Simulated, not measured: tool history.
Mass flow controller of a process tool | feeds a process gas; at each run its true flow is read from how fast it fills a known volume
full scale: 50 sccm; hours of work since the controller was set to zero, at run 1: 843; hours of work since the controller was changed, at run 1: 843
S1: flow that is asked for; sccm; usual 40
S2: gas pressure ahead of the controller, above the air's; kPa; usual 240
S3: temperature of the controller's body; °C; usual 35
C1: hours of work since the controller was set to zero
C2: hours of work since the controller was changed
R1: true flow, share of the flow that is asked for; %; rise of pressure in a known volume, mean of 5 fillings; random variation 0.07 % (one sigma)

run,hour,S1,S2,S3,C1,C2,R1
1,0.0,40,240,35,843,843,98.76
2,77.3,40,240,35,896,896,98.80
3,137.5,40,165,35,938,938,98.59
4,186.9,40,165,35,973,973,98.66
5,242.6,40,165,35,1012,1012,98.71
6,279.4,40,165,35,1038,1038,98.64
7,358.7,40,168,35,1093,1093,98.70
8,408.6,40,271,35,1128,1128,98.80
9,479.3,40,271,35,1177,1177,98.92
10,555.9,40,240,33,1231,1231,98.82
11,627.2,40,240,35,1280,1280,98.78
12,693.3,40,240,33,1326,1326,98.93
13,746.6,40,240,33,1364,1364,98.91
14,823.0,40,240,35,1417,1417,98.72
15,903.0,40,240,35,1473,1473,98.83
16,953.8,40,240,34,1508,1508,98.81
17,1038.4,40,240,34,1567,1567,98.82
18,1124.2,40,240,34,1627,1627,98.87
19,1193.5,40,240,34,1676,1676,98.75
20,1252.6,40,240,34,1717,1717,98.73
21,1295.8,40,240,35,1747,1747,98.77
22,1375.3,40,240,35,1802,1802,98.82
23,1459.9,40,240,35,1862,1862,98.70
24,1514.8,40,267,35,1900,1900,98.77
25,1553.5,7,240,35,1927,1927,96.80
26,1632.5,26,240,35,1982,1982,97.87
27,1701.2,26,240,35,2030,2030,97.98
28,1742.6,26,240,35,2059,2059,97.97
29,1808.9,26,229,35,2105,2105,97.91
30,1878.1,26,223,35,2153,2153,97.93
31,1932.4,26,223,35,2191,2191,97.92
32,1967.8,26,250,25,2216,2216,98.57
33,2040.7,12,250,25,2267,2267,97.98
34,2086.2,10,240,33,2299,2299,97.11
35,2126.7,11,267,28,2327,2327,97.62
36,2169.3,12,253,28,2357,2357,97.71
37,2234.1,14,256,35,2402,2402,97.23
38,2321.1,14,256,35,2463,2463,97.27
39,2369.8,8,240,26,2497,2497,97.50
40,2445.4,12,240,35,2549,2549,97.06

The next listed run, before its measurement:
41,2511.0,8,240,23,2595,2595,?

R1: 97.76 %
Without the tool's hidden state the same run would have given R1 97.76 %.

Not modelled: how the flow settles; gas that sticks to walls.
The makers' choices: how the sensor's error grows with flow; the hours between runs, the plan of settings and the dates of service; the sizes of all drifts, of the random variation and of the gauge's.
